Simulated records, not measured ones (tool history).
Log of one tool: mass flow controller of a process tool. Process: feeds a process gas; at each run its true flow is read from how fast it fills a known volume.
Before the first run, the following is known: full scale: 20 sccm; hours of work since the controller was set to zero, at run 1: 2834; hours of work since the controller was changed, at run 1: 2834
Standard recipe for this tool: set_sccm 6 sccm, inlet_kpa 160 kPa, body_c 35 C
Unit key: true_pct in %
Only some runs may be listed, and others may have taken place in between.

run    hour  set_sccm  inlet_kpa  body_c  hours of work since the controller was set to zero  hours of work since the controller was changed  true_pct
  1     0.0         6        160      35                                                2834                                            2834     99.82
  2   160.8         6        160      28                                                2896                                            2896    100.11
  3   339.2         6        160      28                                                2965                                            2965    100.18
  4   500.6         6        160      35                                                3027                                            3027     99.66
  5   737.8         6        160      35                                                3119                                            3119     99.88
  6   876.9         6        160      35                                                3173                                            3173     99.91
  7  1093.7         6        160      35                                                3257                                            3257    100.00
  8  1277.1         6        158      35                                                3328                                            3328    100.11
  9  1494.5         6        160      35                                                3412                                            3412    100.08
 10  1702.2         6        160      35                                                3492                                            3492    100.14
 11  1861.1         6        160      35                                                3554                                            3554    100.20
 12  2007.3         6        160      26                                                3611                                            3611    100.67
 13  2240.5         6        160      35                                                3701                                            3701    100.29
 14  2473.8         6        160      35                                                3791                                            3791    100.22
 15  2695.5         6        160      35                                                3877                                            3877    100.29
 16  2816.3         6        160      35                                                3924                                            3924    100.42
 17  3011.3         6        160      35                                                3999                                            3999    100.53
 18  3159.1         6        160      35                                                4056                                            4056    100.51
 19  3284.4         6        160      35                                                4105                                            4105    100.47
 20  3391.8         6        160      35                                                4146                                            4146    100.63
 21  3520.4         6        160      35                                                4196                                            4196    100.57
 22  3720.0         6        215      35                                                4273                                            4273    100.29
 23  3857.5         6        215      35                                                4327                                            4327    100.29
 24  4050.2         6        247      35                                                4401                                            4401    100.03
 25  4283.6         6        247      35                                                4492                                            4492    100.12
 26  4399.6         6        170      24                                                4536                                            4536    101.37
 27  4614.8         4        160      25                                                4620                                            4620    102.02
 28  4718.8        11        160      27                                                4660                                            4660    101.10
     4781.2  -- controller's zero set anew
 29  4859.4        11        160      27                                                  30                                            4714    100.32
 30  4994.8        16        160      35                                                  83                                            4767    100.48
 31  5137.8        15        206      36                                                 138                                            4822    100.20
 32  5285.9         6        160      30                                                 195                                            4879     99.74
 33  5443.5         6        160      30                                                 256                                            4940     99.91
 34  5569.0         6        160      24                                                 305                                            4989    100.25
 35  5809.3         2        273      23                                                 398                                            5082     99.77
 36  6047.9         2        273      23                                                 490                                            5174     99.81
 37  6163.9         9        273      24                                                 535                                            5219     99.81
 38  6265.7        15        160      34                                                 575                                            5258    100.58
 39  6443.2        15        160      34                                                 643                                            5327    100.60
 40  6687.3        10        160      22                                                 738                                            5422    100.77
 41  6851.6         3        181      35                                                 801                                            5485    100.02
 42  6966.1         3        218      24                                                 846                                            5529    100.35
 43  7200.7         6        176      35                                                 936                                            5620     99.92
 44  7443.1        17        188      27                                                1030                                            5714    101.08

For run 45, what comes out?
 45  7651.0        17        188      27                                                1111                                            5795         ?

true_pct: 101.16 %
Take away the tool's hidden state, keep the run-to-run variation as it was, and the same run would have given true_pct 99.57 %.
